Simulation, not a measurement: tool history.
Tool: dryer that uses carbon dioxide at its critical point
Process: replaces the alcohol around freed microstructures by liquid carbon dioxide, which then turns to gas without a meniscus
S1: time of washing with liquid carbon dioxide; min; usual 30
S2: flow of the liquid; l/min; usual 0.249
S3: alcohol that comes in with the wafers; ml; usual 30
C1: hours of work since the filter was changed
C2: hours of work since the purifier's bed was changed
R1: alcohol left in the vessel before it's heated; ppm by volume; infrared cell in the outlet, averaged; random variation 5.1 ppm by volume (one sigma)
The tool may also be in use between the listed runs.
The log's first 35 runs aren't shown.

Run 36, hour 616.9: usual settings but S1 39 min, S2 0.329 l/min, S3 20 ml; C1 402; C2 647. Result: R1 103 ppm by volume.
Run 37, hour 639.3: usual settings but S2 0.221 l/min, S3 84 ml; C1 413; C2 658. Result: R1 736 ppm by volume.
Run 38, hour 660.0: usual settings but S2 0.173 l/min, S3 68 ml; C1 424; C2 669. Result: R1 1648 ppm by volume.
At hour 673.1: inlet filter changed.
Run 39, hour 677.5: usual settings but S1 23 min, S2 0.362 l/min, S3 39 ml; C1 2; C2 677. Result: R1 134 ppm by volume.
Run 40, hour 692.8: usual settings but S1 23 min, S2 0.170 l/min, S3 39 ml; C1 10; C2 685. Result: R1 1388 ppm by volume.
Run 41, hour 711.4: usual settings but S1 23 min, S2 0.170 l/min, S3 39 ml; C1 19; C2 694. Result: R1 1431 ppm by volume.
Run 42, hour 721.8: usual settings but S1 19 min, S2 0.230 l/min, S3 86 ml; C1 25; C2 700. Result: R1 2074 ppm by volume.
Run 43, hour 733.1: usual settings but S1 22 min, S2 0.219 l/min, S3 106 ml; C1 30; C2 705. Result: R1 1760 ppm by volume.
Run 44, hour 757.0: usual settings but S1 22 min, S2 0.219 l/min, S3 106 ml; C1 43; C2 717. Result: R1 1843 ppm by volume.
Run 45, hour 779.2: usual settings but S1 22 min, S2 0.219 l/min, S3 106 ml; C1 54; C2 729. Result: R1 1830 ppm by volume.
Run 46, hour 790.7: usual settings but S1 22 min, S2 0.219 l/min, S3 106 ml; C1 60; C2 735. Result: R1 1835 ppm by volume.
Run 47, hour 804.6: usual settings but S1 24 min, S2 0.406 l/min, S3 73 ml; C1 67; C2 742. Result: R1 126 ppm by volume.
Run 48, hour 821.0: usual settings but S1 24 min, S2 0.305 l/min, S3 68 ml; C1 75; C2 750. Result: R1 253 ppm by volume.

3 ways to go on from here, each from the tool as it stands after run 48. What would each give?
Run A, hour 839.1: usual settings but S1 24 min, S2 0.305 l/min, S3 21 ml; C1 84; C2 759. Result: R1 ?.
Run B, hour 839.1: usual settings but S3 60 ml; C1 84; C2 759. Result: R1 ?.
Run C, hour 839.1: usual settings but S1 18 min, S2 0.305 l/min, S3 76 ml; C1 84; C2 759. Result: R1 ?.

run   R1
  A  163
  B  231
  C  901
Without the tool's hidden state the same runs would have given:
run   R1
  A   49
  B  101
  C  666
